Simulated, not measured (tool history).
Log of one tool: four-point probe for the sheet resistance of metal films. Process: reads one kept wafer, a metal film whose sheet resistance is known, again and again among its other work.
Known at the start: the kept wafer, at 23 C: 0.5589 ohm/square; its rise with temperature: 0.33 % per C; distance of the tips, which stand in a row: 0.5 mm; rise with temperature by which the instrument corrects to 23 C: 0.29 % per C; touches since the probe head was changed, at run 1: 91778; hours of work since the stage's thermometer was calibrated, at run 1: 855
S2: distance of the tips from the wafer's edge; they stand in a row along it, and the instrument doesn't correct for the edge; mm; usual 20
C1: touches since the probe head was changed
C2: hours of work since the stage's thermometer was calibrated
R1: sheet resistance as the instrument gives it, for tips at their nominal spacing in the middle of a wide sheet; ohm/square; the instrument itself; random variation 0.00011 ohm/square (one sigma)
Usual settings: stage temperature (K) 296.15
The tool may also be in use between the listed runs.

run 1 day=0.000 | stage_temperature_(K)=296.15 S2=20 | C1=91778 C2=855 | R1=0.563505
run 2 day=1.475 | stage_temperature_(K)=296.15 S2=4 | C1=93112 C2=871 | R1=0.568017
run 3 day=3.533 | stage_temperature_(K)=296.15 S2=4 | C1=94974 C2=892 | R1=0.568119
run 4 day=4.733 | stage_temperature_(K)=296.15 S2=4 | C1=96059 C2=905 | R1=0.568049
run 5 day=6.496 | stage_temperature_(K)=296.15 S2=4 | C1=97650 C2=923 | R1=0.567979
run 6 day=8.954 | stage_temperature_(K)=296.15 S2=4 | C1=99875 C2=949 | R1=0.568367
run 7 day=11.504 | stage_temperature_(K)=296.15 S2=4 | C1=102178 C2=976 | R1=0.568532
run 8 day=13.792 | stage_temperature_(K)=296.15 S2=4 | C1=104245 C2=1000 | R1=0.568474
run 9 day=15.104 | stage_temperature_(K)=292.15 S2=13 | C1=105432 C2=1013 | R1=0.563289
-- day=15.983 new probe head fitted
run 10 day=17.233 | stage_temperature_(K)=301.15 S2=20 | C1=1132 C2=1035 | R1=0.557090
run 11 day=19.429 | stage_temperature_(K)=295.15 S2=3 | C1=3116 C2=1058 | R1=0.564040
run 12 day=21.717 | stage_temperature_(K)=304.15 S2=19 | C1=5183 C2=1082 | R1=0.558171
run 13 day=24.192 | stage_temperature_(K)=295.15 S2=19 | C1=7422 C2=1108 | R1=0.556104
run 14 day=25.379 | stage_temperature_(K)=292.15 S2=5 | C1=8495 C2=1120 | R1=0.558265
run 15 day=27.238 | stage_temperature_(K)=301.15 S2=4 | C1=10175 C2=1140 | R1=0.561933

Hidden state or all else? Some run-to-run changes of R1, split into what the settings, what came in and random variation would give without the hidden state, and what is left for the hidden state (with any gauge scatter that isn't in both results):
The hidden state here: inner tips' distance over the nominal, %; tips' flats over new ones', %; wafer's true temperature over the reading, C; drift of the gauge itself on sheet_ohm, %.
Run 9 -> 10: stage temperature (K) 292.15 -> 301.15, S2 13 -> 20, new probe head fitted. R1 -0.006199 ohm/square: hidden state -0.007812, all else +0.001613.
Run 10 -> 11: stage temperature (K) 301.15 -> 295.15, S2 20 -> 3. R1 +0.006950 ohm/square: hidden state +0.000033, all else +0.006917.

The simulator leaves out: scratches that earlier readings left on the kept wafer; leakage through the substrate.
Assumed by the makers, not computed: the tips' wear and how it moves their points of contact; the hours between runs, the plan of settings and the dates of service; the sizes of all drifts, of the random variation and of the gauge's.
